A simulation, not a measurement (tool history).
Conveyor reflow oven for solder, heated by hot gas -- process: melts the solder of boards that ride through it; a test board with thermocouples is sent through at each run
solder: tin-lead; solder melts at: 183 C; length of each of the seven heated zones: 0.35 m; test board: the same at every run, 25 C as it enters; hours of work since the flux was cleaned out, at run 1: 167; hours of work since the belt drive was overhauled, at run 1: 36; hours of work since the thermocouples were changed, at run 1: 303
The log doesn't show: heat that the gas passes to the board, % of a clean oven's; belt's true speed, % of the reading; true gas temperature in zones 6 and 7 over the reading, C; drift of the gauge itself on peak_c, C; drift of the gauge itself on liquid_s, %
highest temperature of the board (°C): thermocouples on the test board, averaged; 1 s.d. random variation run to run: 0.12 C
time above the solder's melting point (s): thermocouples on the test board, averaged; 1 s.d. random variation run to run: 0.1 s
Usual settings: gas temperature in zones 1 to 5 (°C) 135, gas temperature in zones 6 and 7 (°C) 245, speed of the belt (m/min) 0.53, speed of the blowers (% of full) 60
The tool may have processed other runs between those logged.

run	day	gas temperature in zones 1 to 5 (°C)	gas temperature in zones 6 and 7 (°C)	speed of the belt (m/min)	speed of the blowers (% of full)	hours of work since the flux was cleaned out	hours of work since the belt drive was overhauled	hours of work since the thermocouples were changed	highest temperature of the board (°C)	time above the solder's melting point (s)
1	0	135	245	0.53	60	167	36	303	217.2	56.9
2	1.375	135	245	0.53	60	181	50	317	217.5	56.9
3	2.933	135	245	0.53	60	197	66	332	217.4	56.7
4	4.317	135	245	0.53	60	211	80	346	217.2	56.6
5	5.283	135	245	0.53	60	221	90	356	216.9	56.5
6	6.142	135	245	0.589	60	229	98	365	211.9	46
7	7.425	135	245	0.589	60	242	111	378	211.9	45.8
8	9.171	135	245	0.589	60	260	129	395	211.6	45.3
9	10.762	135	245	0.589	60	276	145	411	211.9	45.4
# day 12.038: flux residue cleaned out of gas plates and filters
10	12.492	135	245	0.589	78	5	160	427	222	54.9
11	14.05	135	234	0.599	54	20	176	443	202.4	34.7
12	15.888	135	234	0.599	68	39	194	461	208.5	42.5
# day 16.15: belt drive overhauled, speed set with a stopwatch
13	17.188	135	245	0.53	58	50	10	473	218.5	58
14	18.329	132	244	0.449	51	62	22	484	220.6	69.9
15	19.204	132	244	0.449	51	71	31	493	220.4	70
16	21.1	139	237	0.52	69	90	50	512	217.2	60.4
17	22.692	141	260	0.629	54	106	66	528	220.5	51.8
18	23.792	135	257	0.53	75	117	77	539	234.5	70
19	24.658	122	249	0.437	58	126	86	548	226.7	73.9

Below are 3 alternative next runs, each starting from the tool's condition after run 19. Predict each:
# day 25.133: belt drive overhauled, speed set with a stopwatch, once more
A	25.988	123	249	0.497	57	137	9	560	?	?
# day 25.133: belt drive overhauled, speed set with a stopwatch, once more
B	25.988	139	245	0.53	60	137	9	560	?	?
# day 25.133: belt drive overhauled, speed set with a stopwatch, once more
C	25.988	142	235	0.53	73	137	9	560	?	?

run	highest temperature of the board (°C)	time above the solder's melting point (s)
A	220	59.4
B	219.1	60
C	216	59.3
Had the tool no hidden state, the same runs would have come out as:
run	highest temperature of the board (°C)	time above the solder's melting point (s)
A	221.1	60.6
B	220.1	61
C	216.9	60.4

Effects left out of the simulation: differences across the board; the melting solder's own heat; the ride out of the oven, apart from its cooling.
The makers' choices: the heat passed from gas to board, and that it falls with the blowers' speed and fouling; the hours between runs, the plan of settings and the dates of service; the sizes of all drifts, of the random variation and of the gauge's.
